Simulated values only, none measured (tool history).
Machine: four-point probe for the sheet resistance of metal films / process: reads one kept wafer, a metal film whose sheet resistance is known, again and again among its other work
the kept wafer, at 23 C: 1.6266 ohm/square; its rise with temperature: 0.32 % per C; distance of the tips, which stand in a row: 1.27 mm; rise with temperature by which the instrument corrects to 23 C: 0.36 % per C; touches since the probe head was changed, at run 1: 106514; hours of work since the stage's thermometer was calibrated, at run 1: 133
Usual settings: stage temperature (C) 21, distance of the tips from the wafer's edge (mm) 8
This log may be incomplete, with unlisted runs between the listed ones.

run    hour  stage temperature (C)  distance of the tips from the wafer's edge (mm)  touches since the probe head was changed  hours of work since the stage's thermometer was calibrated  sheet resistance as the instrument gives it (ohm/square)
  1       0                     21                                                8                                    106514                                                         133                                                  1.649896
  2    68.5                     21                                                8                                    110240                                                         176                                                  1.649748
  3   144.9                     21                                                3                                    114388                                                         224                                                  1.770205
  4   183.4                     21                                               34                                    116486                                                         248                                                  1.628763
  5   252.8                     21                                                8                                    120260                                                         292                                                  1.650172
  6   312.4                     21                                                8                                    123496                                                         329                                                  1.650018
  7   398.9                     21                                                8                                    128199                                                         384                                                   1.65008
  8   465.8                     21                                                8                                    131838                                                         426                                                  1.650258
  9   536.9                     21                                                8                                    135701                                                         470                                                  1.650248
 10   609.1                     21                                                8                                    139624                                                         515                                                  1.650177
 11   651.2                     21                                                8                                    141918                                                         542                                                  1.649818
 12   733.8                     21                                                8                                    146404                                                         594                                                  1.650259
 13     772                     21                                                8                                    148480                                                         618                                                  1.649767
 14   854.3                     21                                               21                                    152955                                                         669                                                  1.631641
 15   934.3                     21                                                3                                    157306                                                         719                                                  1.769538
 16  1017.7                     21                                                3                                    161841                                                         772                                                  1.769764
 17  1080.7                     21                                                3                                    165264                                                         811                                                  1.769971
 18    1125                     21                                                3                                    167670                                                         839                                                  1.770725
     1177.4  -- new probe head fitted
 19  1189.5                     21                                                3                                       659                                                         879                                                  1.770597
 20  1243.9                     21                                                8                                      3618                                                         913                                                  1.649504
 21  1287.3                     21                                                8                                      5973                                                         940                                                  1.649872
 22  1351.3                     21                                                8                                      9453                                                         980                                                  1.649804
 23  1415.1                     21                                                8                                     12924                                                        1020                                                  1.649427
 24  1482.4                     25                                               20                                     16584                                                        1063                                                  1.629009
 25  1531.8                     21                                               56                                     19266                                                        1093                                                  1.628791
 26  1589.3                     27                                                7                                     22390                                                        1130                                                  1.652649
 27  1637.3                     34                                                9                                     25005                                                        1160                                                  1.636556
 28  1707.7                     22                                               11                                     28829                                                        1204                                                  1.638934
 29  1749.3                     22                                               11                                     31090                                                        1230                                                  1.638826
 30  1807.5                     27                                               11                                     34254                                                        1266                                                  1.635734
 31  1864.9                     25                                               12                                     37373                                                        1302                                                  1.635023
 32    1918                     27                                               20                                     40264                                                        1336                                                  1.627518
 33  1963.7                     27                                               20                                     42745                                                        1364                                                  1.627374
 34  2016.9                     20                                               40                                     45639                                                        1398                                                  1.629944
 35  2089.1                     24                                               45                                     49561                                                        1443                                                  1.626259
 36  2156.9                     24                                               45                                     53248                                                        1485                                                  1.626607
     2209.1  -- stage's thermometer calibrated
 37  2211.8                     21                                                5                                     56206                                                           2                                                  1.682362
 38  2266.5                     34                                               14                                     59180                                                          36                                                  1.626691
 39  2310.6                     34                                               14                                     61578                                                          64                                                  1.627253
 40  2381.4                     34                                               14                                     65424                                                         108                                                  1.626626
 41  2462.6                     21                                                8                                     69843                                                         159                                                  1.649964
 42  2530.2                     21                                                6                                     73517                                                         201                                                   1.66684
 43  2568.9                     21                                                6                                     75621                                                         226                                                   1.66668
 44  2636.6                     25                                               22                                     79301                                                         268                                                  1.628506

Predict each of these 4 candidate next runs independently; none follows another, all start after run 44:
  A  2702.8                     26                                               14                                     82898                                                         310                                                         ?
  B  2702.8                     27                                                7                                     82898                                                         310                                                         ?
  C  2702.8                     21                                               75                                     82898                                                         310                                                         ?
  D  2702.8                     25                                               34                                     82898                                                         310                                                         ?

run  sheet resistance as the instrument gives it (ohm/square)
  A                                                  1.631584
  B                                                  1.652151
  C                                                  1.628873
  D                                                  1.626049
Stripped of hidden state, with their random variation kept, the same runs would have yielded:
run  sheet resistance as the instrument gives it (ohm/square)
  A                                                  1.631496
  B                                                  1.652062
  C                                                  1.628785
  D                                                  1.625961
